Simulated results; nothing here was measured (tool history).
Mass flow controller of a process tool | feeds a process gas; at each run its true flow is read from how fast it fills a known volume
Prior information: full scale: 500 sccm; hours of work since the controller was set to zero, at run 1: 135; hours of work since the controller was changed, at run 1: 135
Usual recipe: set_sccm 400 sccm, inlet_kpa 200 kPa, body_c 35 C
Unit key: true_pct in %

| run | hour | set_sccm | inlet_kpa | body_c | hours of work since the controller was set to zero | hours of work since the controller was changed | true_pct |
|---|---|---|---|---|---|---|---|
| 1 | 0.0 | 400 | 200 | 35 | 135 | 135 | 98.83 |
| 2 | 89.9 | 50 | 200 | 35 | 187 | 187 | 97.91 |
| 3 | 178.0 | 50 | 200 | 35 | 238 | 238 | 97.79 |
| 4 | 283.4 | 50 | 200 | 35 | 299 | 299 | 97.96 |
| 5 | 421.3 | 50 | 200 | 35 | 379 | 379 | 98.17 |
| 6 | 560.6 | 50 | 200 | 35 | 460 | 460 | 98.12 |
| 7 | 692.0 | 329 | 200 | 35 | 536 | 536 | 98.72 |
| 8 | 858.0 | 400 | 200 | 35 | 632 | 632 | 98.91 |
| 9 | 1035.6 | 400 | 162 | 35 | 735 | 735 | 99.03 |
| 10 | 1195.8 | 400 | 200 | 23 | 828 | 828 | 100.05 |
| 11 | 1374.4 | 400 | 200 | 23 | 932 | 932 | 100.21 |
| 12 | 1567.7 | 400 | 200 | 23 | 1044 | 1044 | 100.21 |
| 13 | 1734.9 | 400 | 200 | 35 | 1141 | 1141 | 99.07 |
| 14 | 1934.1 | 400 | 200 | 35 | 1256 | 1256 | 99.15 |
| 15 | 2037.9 | 400 | 200 | 35 | 1316 | 1316 | 99.15 |
|  | 2054.8 | controller's zero set anew |
| 16 | 2170.1 | 400 | 200 | 21 | 67 | 1393 | 100.54 |
| 17 | 2291.0 | 400 | 200 | 22 | 137 | 1463 | 100.31 |
| 18 | 2382.0 | 400 | 200 | 22 | 190 | 1516 | 100.31 |
| 19 | 2567.2 | 400 | 163 | 22 | 297 | 1623 | 100.48 |
|  | 2640.9 | controller's zero set anew, once more |
| 20 | 2658.4 | 400 | 221 | 22 | 10 | 1676 | 100.21 |
| 21 | 2871.3 | 400 | 188 | 35 | 134 | 1799 | 99.15 |
| 22 | 2990.5 | 400 | 188 | 35 | 203 | 1868 | 99.18 |
| 23 | 3126.1 | 400 | 188 | 35 | 281 | 1947 | 99.09 |
| 24 | 3323.6 | 400 | 188 | 35 | 396 | 2061 | 99.24 |
| 25 | 3418.2 | 400 | 188 | 35 | 451 | 2116 | 99.26 |
| 26 | 3518.4 | 307 | 220 | 28 | 509 | 2174 | 99.49 |
| 27 | 3622.9 | 132 | 200 | 28 | 569 | 2235 | 98.99 |
| 28 | 3792.3 | 51 | 200 | 26 | 668 | 2333 | 99.59 |
| 29 | 3994.8 | 297 | 153 | 25 | 785 | 2450 | 100.03 |
| 30 | 4142.4 | 108 | 161 | 22 | 871 | 2536 | 99.87 |
| 31 | 4318.7 | 352 | 174 | 26 | 973 | 2638 | 100.04 |
| 32 | 4468.2 | 352 | 174 | 26 | 1059 | 2725 | 99.92 |
| 33 | 4555.8 | 352 | 174 | 28 | 1110 | 2776 | 99.92 |
| 34 | 4763.1 | 268 | 180 | 33 | 1230 | 2896 | 99.24 |
| 35 | 4906.0 | 268 | 180 | 33 | 1313 | 2979 | 99.39 |
| 36 | 5056.2 | 268 | 180 | 33 | 1400 | 3066 | 99.39 |
| 37 | 5268.7 | 268 | 180 | 33 | 1524 | 3189 | 99.38 |
| 38 | 5458.6 | 164 | 200 | 32 | 1634 | 3299 | 99.29 |
| 39 | 5571.7 | 400 | 270 | 21 | 1699 | 3365 | 100.74 |
| 40 | 5776.2 | 400 | 270 | 37 | 1818 | 3483 | 99.37 |
| 41 | 5953.7 | 400 | 207 | 24 | 1921 | 3586 | 100.65 |
| 42 | 6144.6 | 400 | 207 | 24 | 2031 | 3697 | 100.71 |
| 43 | 6275.5 | 400 | 207 | 24 | 2107 | 3773 | 100.74 |
| 44 | 6420.3 | 400 | 207 | 24 | 2191 | 3857 | 100.64 |
| 45 | 6595.0 | 90 | 200 | 35 | 2293 | 3958 | 99.66 |

Across each entry between runs, compare the hidden state at the last listed run before it with the hidden state at the first listed run after it:
Logged between run 15 and run 16: controller's zero set anew (hour 2054.8)
  flow at rest that the sensor doesn't see, % of full scale: 0.139 -> 0.163; true flow over the shown one, %: 0.22 -> 0.23
  measured less the result without the state, true_pct: +0.39 -> +0.43 %
Logged between run 19 and run 20: controller's zero set anew, once more (hour 2640.9)
  flow at rest that the sensor doesn't see, % of full scale: 0.186 -> 0.014; true flow over the shown one, %: 0.27 -> 0.28
  measured less the result without the state, true_pct: +0.50 -> +0.29 %

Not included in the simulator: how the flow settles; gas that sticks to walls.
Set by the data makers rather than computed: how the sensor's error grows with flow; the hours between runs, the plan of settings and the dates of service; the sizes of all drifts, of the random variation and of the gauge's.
